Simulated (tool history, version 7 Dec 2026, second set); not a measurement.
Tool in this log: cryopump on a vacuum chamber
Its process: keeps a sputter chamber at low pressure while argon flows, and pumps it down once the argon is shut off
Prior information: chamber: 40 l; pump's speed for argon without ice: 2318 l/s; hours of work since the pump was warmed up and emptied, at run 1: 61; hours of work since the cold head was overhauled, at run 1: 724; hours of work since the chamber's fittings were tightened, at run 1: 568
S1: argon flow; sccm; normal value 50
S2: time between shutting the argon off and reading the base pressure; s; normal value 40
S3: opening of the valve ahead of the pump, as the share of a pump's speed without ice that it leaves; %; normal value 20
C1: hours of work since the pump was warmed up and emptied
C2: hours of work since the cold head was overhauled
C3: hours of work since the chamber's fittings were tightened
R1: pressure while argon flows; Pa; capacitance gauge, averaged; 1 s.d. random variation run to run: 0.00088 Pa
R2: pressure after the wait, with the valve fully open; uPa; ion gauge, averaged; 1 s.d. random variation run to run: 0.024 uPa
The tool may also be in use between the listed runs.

run	day	S1	S2	S3	C1	C2	C3	R1	R2
1	0.000	50	40	20	61	724	568	0.1827	0.99
2	1.075	50	40	20	74	737	582	0.1840	1.00
3	2.567	23	40	20	93	756	601	0.0848	1.03
4	3.700	50	40	20	107	770	615	0.1839	1.01
5	5.512	50	219	20	130	793	637	0.1850	0.38
6	6.325	50	35	20	140	803	648	0.1857	1.11
7	7.829	50	35	20	159	822	666	0.1855	1.12
8	9.192	50	40	18	176	839	684	0.2062	1.07
9	10.046	50	40	31	187	850	694	0.1216	1.03
10	11.583	50	96	41	206	869	714	0.0936	0.60
11	13.117	82	245	31	225	888	733	0.1991	0.40
12	14.658	37	37	58	245	908	752	0.0502	1.14
13	15.862	26	276	39	260	923	767	0.0512	0.38
14	17.471	50	21	20	280	943	787	0.1872	1.77
15	18.333	50	231	43	291	954	798	0.0905	0.42

What if the next run were any one of these 4? Each begins from the tool's condition after run 15:
A	19.367	49	231	43	304	967	811	?	?
B	19.367	84	231	15	304	967	811	?	?
C	19.367	54	200	43	304	967	811	?	?
D	19.367	97	40	17	304	967	811	?	?

run	R1	R2
A	0.0890	0.40
B	0.4201	0.45
C	0.0983	0.45
D	0.4309	1.09
Had the tool no hidden state, the same runs would have come out as:
run	R1	R2
A	0.0828	0.24
B	0.4094	0.29
C	0.0915	0.29
D	0.4185	0.93

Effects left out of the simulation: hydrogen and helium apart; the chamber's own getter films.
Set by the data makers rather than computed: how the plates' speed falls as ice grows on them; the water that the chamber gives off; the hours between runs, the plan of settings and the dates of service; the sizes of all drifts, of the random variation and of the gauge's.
